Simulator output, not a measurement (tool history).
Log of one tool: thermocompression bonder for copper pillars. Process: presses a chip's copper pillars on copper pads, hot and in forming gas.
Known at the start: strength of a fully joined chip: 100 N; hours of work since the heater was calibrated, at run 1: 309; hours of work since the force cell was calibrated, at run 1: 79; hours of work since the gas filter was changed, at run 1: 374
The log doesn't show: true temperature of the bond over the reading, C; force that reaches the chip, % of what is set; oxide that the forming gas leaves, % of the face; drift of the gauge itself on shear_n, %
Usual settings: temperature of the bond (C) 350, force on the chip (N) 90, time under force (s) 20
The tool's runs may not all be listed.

run   hour  temperature of the bond (C)  force on the chip (N)  time under force (s)  hours of work since the heater was calibrated  hours of work since the force cell was calibrated  hours of work since the gas filter was changed  force that shears a chip off (N)
  1    0.0                          350                     90                    20                                            309                                                 79                                             374                              55.1
  2   19.5                          350                     83                    20                                            319                                                 90                                             385                              52.4
  3   53.5                          350                     69                    20                                            338                                                108                                             403                              46.9
      60.4  -- forming gas filter changed
  4   90.0                          342                     69                    20                                            357                                                128                                              16                              49.4
  5  126.8                          342                     69                    20                                            377                                                148                                              36                              49.0
  6  165.4                          342                     69                    20                                            398                                                169                                              57                              48.1
  7  187.0                          379                     69                    20                                            410                                                181                                              69                              62.9
  8  206.6                          350                     90                    20                                            421                                                191                                              80                              60.7
  9  240.4                          350                     90                    14                                            439                                                210                                              98                              55.3
 10  280.6                          350                     90                    20                                            461                                                232                                             120                              61.2
 11  320.8                          350                    107                    15                                            483                                                253                                             142                              62.0
 12  340.4                          369                    126                    12                                            494                                                264                                             152                              71.0
 13  363.4                          369                    126                    60                                            506                                                277                                             165                              91.6
 14  396.7                          369                    126                    60                                            524                                                295                                             183                              91.0
 15  439.6                          369                    126                    60                                            548                                                318                                             206                              89.9
 16  465.1                          334                    126                    20                                            562                                                332                                             220                              66.8
 17  499.0                          325                     54                    20                                            580                                                350                                             239                              33.4
 18  527.8                          325                     54                    20                                            596                                                366                                             254                              32.9
 19  550.8                          350                     90                    33                                            608                                                379                                             267                              68.2
 20  577.8                          350                     90                    33                                            623                                                393                                             282                              67.0

Forecast each of these 5 alternatives for the next run:
  A  603.7                          327                     90                    22                                            637                                                407                                             296                                 ?
  B  603.7                          351                    106                    42                                            637                                                407                                             296                                 ?
  C  603.7                          350                     65                    33                                            637                                                407                                             296                                 ?
  D  603.7                          338                     67                    20                                            637                                                407                                             296                                 ?
  E  603.7                          350                     78                    39                                            637                                                407                                             296                                 ?

run  force that shears a chip off (N)
  A                              50.6
  B                              76.8
  C                              55.4
  D                              44.3
  E                              65.7
Without the tool's hidden state the same runs would have given:
run  force that shears a chip off (N)
  A                              50.3
  B                              79.9
  C                              55.7
  D                              43.9
  E                              66.9
